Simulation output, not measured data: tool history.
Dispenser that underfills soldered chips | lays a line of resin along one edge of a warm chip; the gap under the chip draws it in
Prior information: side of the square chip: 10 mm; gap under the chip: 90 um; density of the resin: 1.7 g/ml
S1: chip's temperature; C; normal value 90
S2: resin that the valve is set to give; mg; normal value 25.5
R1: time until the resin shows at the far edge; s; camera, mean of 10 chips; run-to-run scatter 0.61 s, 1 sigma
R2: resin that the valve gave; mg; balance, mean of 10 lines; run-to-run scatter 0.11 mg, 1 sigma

Run 1, day 0.000: usual settings. Result: R1 55.9 s, R2 22.53 mg.
Run 2, day 0.175: usual settings. Result: R1 70.1 s, R2 22.37 mg.
Run 3, day 0.267: usual settings. Result: R1 78.0 s, R2 22.35 mg.
Run 4, day 0.362: usual settings. Result: R1 88.9 s, R2 22.07 mg.
Run 5, day 0.450: usual settings but S2 27.8 mg. Result: R1 99.2 s, R2 24.28 mg.
At day 0.646: dispensing valve cleaned and set on the balance.
Run 6, day 0.675: usual settings but S2 27.8 mg. Result: R1 127.2 s, R2 27.78 mg.
At day 0.717: new syringe of resin.
Run 7, day 0.788: usual settings but S2 27.3 mg. Result: R1 60.6 s, R2 27.36 mg.
Run 8, day 0.921: usual settings but S2 24.8 mg. Result: R1 73.0 s, R2 24.66 mg.
Run 9, day 1.004: usual settings but S2 24.8 mg. Result: R1 81.5 s, R2 24.66 mg.
Run 10, day 1.083: usual settings but S2 31.5 mg. Result: R1 88.9 s, R2 31.06 mg.
Run 11, day 1.212: usual settings but S2 31.5 mg. Result: R1 105.0 s, R2 31.43 mg.
Run 12, day 1.354: usual settings but S2 31.5 mg. Result: R1 128.5 s, R2 31.19 mg.
At day 1.400: new syringe of resin.
Run 13, day 1.512: usual settings but S1 98 C, S2 31.5 mg. Result: R1 49.1 s, R2 30.99 mg.
Run 14, day 1.667: usual settings but S1 76 C, S2 31.5 mg. Result: R1 120.4 s, R2 31.03 mg.
Run 15, day 1.829: usual settings but S1 96 C. Result: R1 81.5 s, R2 24.90 mg.
Run 16, day 1.967: usual settings but S1 96 C. Result: R1 97.9 s, R2 25.09 mg.
At day 2.079: new syringe of resin.
Run 17, day 2.088: usual settings but S1 96 C. Result: R1 46.5 s, R2 25.04 mg.
Run 18, day 2.179: usual settings but S1 96 C. Result: R1 52.0 s, R2 24.76 mg.
Run 19, day 2.271: usual settings but S1 96 C, S2 31.4 mg. Result: R1 57.6 s, R2 30.54 mg.
Run 20, day 2.417: usual settings but S1 100 C, S2 21.8 mg. Result: R1 65.9 s, R2 21.21 mg.
Run 21, day 2.521: usual settings but S1 100 C, S2 21.8 mg. Result: R1 74.4 s, R2 21.41 mg.
Run 22, day 2.704: usual settings but S2 23.6 mg. Result: R1 125.6 s, R2 22.96 mg.
At day 2.758: new syringe of resin.
Run 23, day 2.854: usual settings but S1 100 C, S2 23.7 mg. Result: R1 45.9 s, R2 22.74 mg.
Run 24, day 2.979: usual settings but S1 100 C, S2 21.8 mg. Result: R1 56.1 s, R2 21.02 mg.
Run 25, day 3.112: usual settings but S1 100 C, S2 21.8 mg. Result: R1 65.8 s, R2 20.95 mg.
Run 26, day 3.225: usual settings but S1 100 C, S2 21.8 mg. Result: R1 76.8 s, R2 20.89 mg.
Run 27, day 3.392: usual settings but S1 99 C, S2 25.1 mg. Result: R1 95.6 s, R2 23.93 mg.
At day 3.433: new syringe of resin.
Run 28, day 3.525: usual settings but S1 99 C, S2 25.1 mg. Result: R1 48.2 s, R2 23.92 mg.
Run 29, day 3.629: usual settings but S1 98 C, S2 24.7 mg. Result: R1 56.7 s, R2 23.63 mg.
Run 30, day 3.758: usual settings but S1 96 C, S2 24.3 mg. Result: R1 72.7 s, R2 22.96 mg.
Run 31, day 3.900: usual settings but S1 95 C, S2 31.7 mg. Result: R1 89.7 s, R2 29.76 mg.
Run 32, day 4.038: usual settings but S1 77 C, S2 24.1 mg. Result: R1 188.0 s, R2 22.83 mg.
At day 4.112: new syringe of resin.
Run 33, day 4.175: usual settings but S1 77 C, S2 24.1 mg. Result: R1 91.0 s, R2 22.51 mg.
Run 34, day 4.283: usual settings but S1 78 C, S2 27.0 mg. Result: R1 99.4 s, R2 25.52 mg.
Run 35, day 4.383: usual settings but S1 78 C, S2 27.0 mg. Result: R1 114.2 s, R2 25.07 mg.
Run 36, day 4.517: usual settings but S1 78 C, S2 27.0 mg. Result: R1 136.8 s, R2 25.20 mg.
Run 37, day 4.675: usual settings but S1 78 C, S2 27.0 mg. Result: R1 166.8 s, R2 25.40 mg.

Hidden state or all else? Some run-to-run changes of R1, split into what the settings, what came in and random variation would give without the hidden state, and what is left for the hidden state (with any gauge scatter that isn't in both results):
The tool's hidden condition here consists of: resin's viscosity, % of fresh resin's; dose that the valve gives, % of what is set; true chip temperature over the reading, C; drift of the gauge itself on fill_s, %; drift of the gauge itself on given_mg, %.
Run 12 -> 13: S1 90 -> 98, new syringe of resin. R1 -79.4 s: hidden state -67.9, all else -11.5.
Run 22 -> 23: S1 90 -> 100, S2 23.6 -> 23.7, new syringe of resin. R1 -79.7 s: hidden state -66.7, all else -13.0.
Run 31 -> 32: S1 95 -> 77, S2 31.7 -> 24.1. R1 +98.3 s: hidden state +64.4, all else +33.9.
Run 32 -> 33: new syringe of resin. R1 -97.0 s: hidden state -98.2, all else +1.2.
